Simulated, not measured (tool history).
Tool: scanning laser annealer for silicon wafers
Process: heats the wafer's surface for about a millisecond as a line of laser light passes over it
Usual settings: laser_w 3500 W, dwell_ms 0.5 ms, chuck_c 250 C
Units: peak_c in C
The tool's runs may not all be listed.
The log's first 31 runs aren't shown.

| run | hour | laser_w | dwell_ms | chuck_c | hours of work since the window was cleaned | hours of work since the power meter was calibrated | hours of work since the optics were aligned | peak_c |
|---|---|---|---|---|---|---|---|---|
| 32 | 1355.5 | 3344 | 0.555 | 259 | 248 | 1307 | 682 | 985 |
| 33 | 1379.6 | 3569 | 0.364 | 250 | 261 | 1321 | 696 | 882 |
| 34 | 1419.8 | 3569 | 0.364 | 250 | 284 | 1343 | 718 | 881 |
| 35 | 1474.5 | 3358 | 0.364 | 235 | 314 | 1374 | 749 | 813 |
| 36 | 1499.6 | 3513 | 0.5 | 286 | 328 | 1388 | 763 | 1014 |
| 37 | 1531.5 | 3207 | 0.5 | 275 | 346 | 1405 | 781 | 919 |
| 38 | 1568.4 | 3207 | 0.5 | 228 | 367 | 1426 | 801 | 875 |
| 39 | 1624.1 | 3717 | 0.5 | 228 | 398 | 1457 | 832 | 1013 |
| 40 | 1649.9 | 3535 | 0.388 | 277 | 412 | 1471 | 847 | 917 |

4 ways to go on from here, each from the tool as it stands after run 40. What would each give?
| A | 1697 | 3722 | 0.376 | 260 | 438 | 1498 | 873 | ? |
| B | 1697 | 3535 | 0.484 | 252 | 438 | 1498 | 873 | ? |
| C | 1697 | 3797 | 0.468 | 250 | 438 | 1498 | 873 | ? |
| D | 1697 | 3091 | 0.361 | 237 | 438 | 1498 | 873 | ? |

| run | peak_c |
|---|---|
| A | 933 |
| B | 969 |
| C | 1024 |
| D | 752 |
Without the tool's hidden state the same runs would have given:
| run | peak_c |
|---|---|
| A | 958 |
| B | 996 |
| C | 1053 |
| D | 771 |

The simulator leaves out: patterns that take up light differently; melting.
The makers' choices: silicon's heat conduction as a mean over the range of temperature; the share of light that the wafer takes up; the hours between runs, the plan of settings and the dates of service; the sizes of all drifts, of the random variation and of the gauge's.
